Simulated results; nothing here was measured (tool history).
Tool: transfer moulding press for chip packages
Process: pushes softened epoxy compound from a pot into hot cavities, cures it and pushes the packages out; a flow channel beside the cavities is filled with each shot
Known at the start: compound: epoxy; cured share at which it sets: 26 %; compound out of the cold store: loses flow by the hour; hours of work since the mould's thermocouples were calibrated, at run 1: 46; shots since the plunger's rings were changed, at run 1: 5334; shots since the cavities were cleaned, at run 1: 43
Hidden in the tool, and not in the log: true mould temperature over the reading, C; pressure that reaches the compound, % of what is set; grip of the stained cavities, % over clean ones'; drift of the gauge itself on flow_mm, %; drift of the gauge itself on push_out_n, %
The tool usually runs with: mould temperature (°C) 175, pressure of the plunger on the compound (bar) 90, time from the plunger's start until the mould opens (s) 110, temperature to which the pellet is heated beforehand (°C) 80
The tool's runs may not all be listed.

| run | hour | mould temperature (°C) | pressure of the plunger on the compound (bar) | time from the plunger's start until the mould opens (s) | temperature to which the pellet is heated beforehand (°C) | hours of work since the mould's thermocouples were calibrated | shots since the plunger's rings were changed | shots since the cavities were cleaned | incoming compound's hours out of the cold store | length that the compound runs in the flow channel (mm) | greatest force on the pins that push the packages out (N) |
|---|---|---|---|---|---|---|---|---|---|---|---|
| 1 | 0 | 175 | 90 | 110 | 80 | 46 | 5334 | 43 | 47.2 | 672 | 305 |
|  | 26.2 | plunger's sealing rings changed |
| 2 | 56.6 | 175 | 90 | 115 | 80 | 84 | 326 | 623 | 23.6 | 885 | 398 |
|  | 62.7 | cavities cleaned with cleaning compound and waxed |
|  | 127.9 | cavities cleaned with cleaning compound and waxed |
| 3 | 151 | 175 | 90 | 115 | 80 | 148 | 1307 | 249 | 43.7 | 763 | 340 |
|  | 195.7 | cavities cleaned with cleaning compound and waxed |
| 4 | 204.8 | 175 | 90 | 115 | 80 | 185 | 1867 | 97 | 12.9 | 933 | 313 |
|  | 264.4 | cavities cleaned with cleaning compound and waxed |
| 5 | 297.9 | 175 | 90 | 115 | 80 | 249 | 2850 | 359 | 43.4 | 736 | 368 |
|  | 333.2 | cavities cleaned with cleaning compound and waxed |
| 6 | 364.8 | 175 | 90 | 110 | 79 | 295 | 3552 | 339 | 27.2 | 809 | 396 |
|  | 399 | cavities cleaned with cleaning compound and waxed |
|  | 422.9 | mould's thermocouples calibrated |
| 7 | 460.3 | 175 | 90 | 91 | 80 | 26 | 4539 | 636 | 34.5 | 761 | 631 |
|  | 468.6 | cavities cleaned with cleaning compound and waxed |
| 8 | 523.1 | 175 | 90 | 91 | 80 | 69 | 5196 | 585 | 27.9 | 778 | 632 |
|  | 534.2 | cavities cleaned with cleaning compound and waxed |
|  | 569.3 | plunger's sealing rings changed |
|  | 606.7 | cavities cleaned with cleaning compound and waxed |
| 9 | 607.1 | 170 | 90 | 91 | 76 | 124 | 390 | 5 | 17.1 | 936 | 635 |
|  | 654.8 | mould's thermocouples calibrated, once more |
|  | 675.6 | cavities cleaned with cleaning compound and waxed |
| 10 | 675.6 | 178 | 75.9 | 91 | 72 | 13 | 1087 | 0 | 18.6 | 820 | 363 |
|  | 740.1 | cavities cleaned with cleaning compound and waxed |
| 11 | 740.1 | 182 | 74.4 | 110 | 80 | 58 | 1762 | 0 | 36.8 | 717 | 243 |
|  | 808.8 | cavities cleaned with cleaning compound and waxed |
| 12 | 815.3 | 175 | 90 | 110 | 84 | 109 | 2554 | 71 | 38.5 | 769 | 315 |
|  | 881.4 | cavities cleaned with cleaning compound and waxed |
| 13 | 909.2 | 172 | 82.9 | 110 | 78 | 174 | 3544 | 298 | 8.7 | 877 | 474 |
|  | 949.2 | cavities cleaned with cleaning compound and waxed |
| 14 | 965.1 | 172 | 82.9 | 110 | 89 | 212 | 4128 | 171 | 42.4 | 699 | 385 |
|  | 1013.4 | cavities cleaned with cleaning compound and waxed |
| 15 | 1039.7 | 170 | 82.9 | 110 | 80 | 263 | 4911 | 282 | 11.8 | 849 | 538 |
|  | 1077.4 | cavities cleaned with cleaning compound and waxed |
| 16 | 1094.6 | 180 | 72.6 | 141 | 74 | 300 | 5484 | 184 | 26.6 | 686 | 275 |

Predict each of these 4 candidate next runs independently; none follows another, all start after run 16:
|  | 1108.9 | plunger's sealing rings changed |
|  | 1141.7 | mould's thermocouples calibrated |
|  | 1149.3 | cavities cleaned with cleaning compound and waxed |
| A | 1198.7 | 173 | 90 | 104 | 86 | 39 | 925 | 530 | 21.2 | ? | ? |
|  | 1108.9 | plunger's sealing rings changed |
|  | 1141.7 | mould's thermocouples calibrated |
|  | 1149.3 | cavities cleaned with cleaning compound and waxed |
| B | 1198.7 | 175 | 90 | 110 | 74 | 39 | 925 | 530 | 36.8 | ? | ? |
|  | 1108.9 | plunger's sealing rings changed |
|  | 1141.7 | mould's thermocouples calibrated |
|  | 1149.3 | cavities cleaned with cleaning compound and waxed |
| C | 1198.7 | 175 | 80.6 | 110 | 89 | 39 | 925 | 530 | 14.6 | ? | ? |
|  | 1108.9 | plunger's sealing rings changed |
|  | 1141.7 | mould's thermocouples calibrated |
|  | 1149.3 | cavities cleaned with cleaning compound and waxed |
| D | 1198.7 | 175 | 72.6 | 136 | 74 | 39 | 925 | 530 | 38.9 | ? | ? |

| run | length that the compound runs in the flow channel (mm) | greatest force on the pins that push the packages out (N) |
|---|---|---|
| A | 898 | 529 |
| B | 806 | 417 |
| C | 890 | 442 |
| D | 715 | 350 |
Had the tool no hidden state, the same runs would have come out as:
| run | length that the compound runs in the flow channel (mm) | greatest force on the pins that push the packages out (N) |
|---|---|---|
| A | 916 | 351 |
| B | 822 | 278 |
| C | 908 | 296 |
| D | 730 | 234 |
